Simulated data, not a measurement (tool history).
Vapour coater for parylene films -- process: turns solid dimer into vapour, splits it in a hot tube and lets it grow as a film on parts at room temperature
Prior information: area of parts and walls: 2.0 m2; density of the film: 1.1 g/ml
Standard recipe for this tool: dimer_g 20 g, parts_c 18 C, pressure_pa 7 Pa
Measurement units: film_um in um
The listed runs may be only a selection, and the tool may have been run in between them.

run,day,dimer_g,parts_c,pressure_pa,film_um
1,0,20,18,7,4.38
2,0.717,20,18,7,4.38
3,1.512,20,18,7,4.33
4,2.042,20,18,7,4.39
5,2.842,20,18,7,4.39
6,3.858,20,18,7,4.39
7,4.879,11,26,11.14,1.82
8,5.992,24,18,3.45,6.2
9,6.8,24,18,3.45,6.14
10,7.383,24,18,3.45,6.18
11,8.362,24,18,3.45,6.15

Predict each of these 4 candidate next runs independently; none follows another, all start after run 11:
A,9.079,21,23,7,?
B,9.079,13,12,8.97,?
C,9.079,33,15,3.11,?
D,9.079,20,10,3.73,?

run,film_um
A,4.14
B,2.98
C,9.08
D,5.87
With no hidden state in the tool, these same runs would have given:
run,film_um
A,4.51
B,3.24
C,9.89
D,6.4

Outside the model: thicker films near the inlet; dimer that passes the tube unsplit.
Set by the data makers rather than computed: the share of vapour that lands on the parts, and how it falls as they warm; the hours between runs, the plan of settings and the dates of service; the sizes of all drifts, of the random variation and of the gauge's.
